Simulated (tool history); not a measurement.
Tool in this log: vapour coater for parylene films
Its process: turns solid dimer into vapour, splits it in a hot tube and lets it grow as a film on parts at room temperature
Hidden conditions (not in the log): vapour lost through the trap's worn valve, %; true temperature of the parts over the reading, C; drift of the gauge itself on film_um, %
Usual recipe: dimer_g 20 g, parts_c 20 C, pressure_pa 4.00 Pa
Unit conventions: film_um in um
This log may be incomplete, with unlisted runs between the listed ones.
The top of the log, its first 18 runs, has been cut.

| run | hour | dimer_g | parts_c | pressure_pa | hours of work since the trap's valve was overhauled | hours of work since the table's thermometer was calibrated | film_um |
|---|---|---|---|---|---|---|---|
| 19 | 863.9 | 31 | 14 | 11.31 | 147 | 780 | 7.47 |
| 20 | 897.1 | 31 | 21 | 3.87 | 173 | 806 | 6.75 |
|  | 903.7 | table's thermometer calibrated |
| 21 | 947.6 | 24 | 21 | 2.12 | 212 | 35 | 6.04 |
| 22 | 1002.9 | 24 | 21 | 2.12 | 256 | 78 | 5.94 |
|  | 1048.7 | trap's valve overhauled |
| 23 | 1063.9 | 24 | 21 | 2.12 | 12 | 123 | 6.47 |
| 24 | 1123.6 | 25 | 24 | 3.47 | 59 | 171 | 5.14 |
| 25 | 1164.8 | 25 | 24 | 3.47 | 92 | 203 | 5.06 |
|  | 1197.5 | table's thermometer calibrated, once more |
| 26 | 1214.7 | 10 | 20 | 4.00 | 130 | 14 | 2.26 |
| 27 | 1251.0 | 10 | 20 | 4.00 | 159 | 42 | 2.24 |
| 28 | 1277.2 | 10 | 20 | 4.00 | 180 | 63 | 2.22 |
| 29 | 1314.1 | 9 | 15 | 5.33 | 209 | 92 | 2.37 |
| 30 | 1367.2 | 10 | 20 | 4.00 | 251 | 134 | 2.18 |
| 31 | 1399.9 | 8 | 16 | 2.59 | 277 | 160 | 2.31 |
|  | 1419.3 | trap's valve overhauled |
| 32 | 1437.1 | 20 | 17 | 4.00 | 14 | 186 | 5.42 |
| 33 | 1491.1 | 23 | 20 | 3.81 | 57 | 229 | 5.38 |
| 34 | 1521.9 | 18 | 20 | 8.64 | 81 | 253 | 3.41 |

Alternative continuations, all from the tool just after run 34; predict every row:
| A | 1585.8 | 16 | 20 | 4.00 | 132 | 304 | ? |
| B | 1585.8 | 31 | 12 | 2.65 | 132 | 304 | ? |
| C | 1585.8 | 18 | 23 | 3.26 | 132 | 304 | ? |
| D | 1585.8 | 20 | 12 | 11.43 | 132 | 304 | ? |
| E | 1585.8 | 18 | 14 | 2.27 | 132 | 304 | ? |

| run | film_um |
|---|---|
| A | 3.64 |
| B | 11.34 |
| C | 3.72 |
| D | 5.22 |
| E | 6.27 |
Had the tool no hidden state, the same runs would have come out as:
| run | film_um |
|---|---|
| A | 3.77 |
| B | 11.76 |
| C | 3.86 |
| D | 5.42 |
| E | 6.50 |
